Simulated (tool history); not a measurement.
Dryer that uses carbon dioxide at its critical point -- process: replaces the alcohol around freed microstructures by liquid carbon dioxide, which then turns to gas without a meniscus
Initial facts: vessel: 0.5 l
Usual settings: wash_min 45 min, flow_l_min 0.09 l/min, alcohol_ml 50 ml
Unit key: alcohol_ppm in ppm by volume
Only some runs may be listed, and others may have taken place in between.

| run | hour | wash_min | flow_l_min | alcohol_ml | alcohol_ppm |
|---|---|---|---|---|---|
| 1 | 0 | 45 | 0.09 | 50 | 317 |
| 2 | 38.5 | 45 | 0.09 | 50 | 312 |
| 3 | 77.1 | 45 | 0.112 | 50 | 138 |
| 4 | 98.9 | 45 | 0.112 | 50 | 140 |
| 5 | 127.1 | 45 | 0.0616 | 50 | 1699 |
| 6 | 156.8 | 45 | 0.0616 | 50 | 1729 |
| 7 | 199.5 | 45 | 0.0616 | 50 | 1725 |
| 8 | 225.3 | 45 | 0.09 | 66 | 452 |
| 9 | 247.2 | 45 | 0.09 | 66 | 485 |
| 10 | 276.3 | 45 | 0.0668 | 50 | 1320 |
| 11 | 305.9 | 56 | 0.0668 | 50 | 521 |
| 12 | 333 | 56 | 0.0668 | 50 | 549 |
| 13 | 353.7 | 31 | 0.064 | 50 | 5809 |
| 14 | 381.5 | 31 | 0.064 | 50 | 5730 |
| 15 | 404.7 | 57 | 0.1016 | 51 | 141 |
|  | 441.3 | inlet filter changed |
| 16 | 452.4 | 57 | 0.1016 | 51 | 130 |

Forecast run 17:
| 17 | 488.2 | 38 | 0.09 | 45 | ? |

alcohol_ppm: 603 ppm by volume
Had the tool carried no hidden state, the very same run would have given alcohol_ppm 472 ppm by volume.
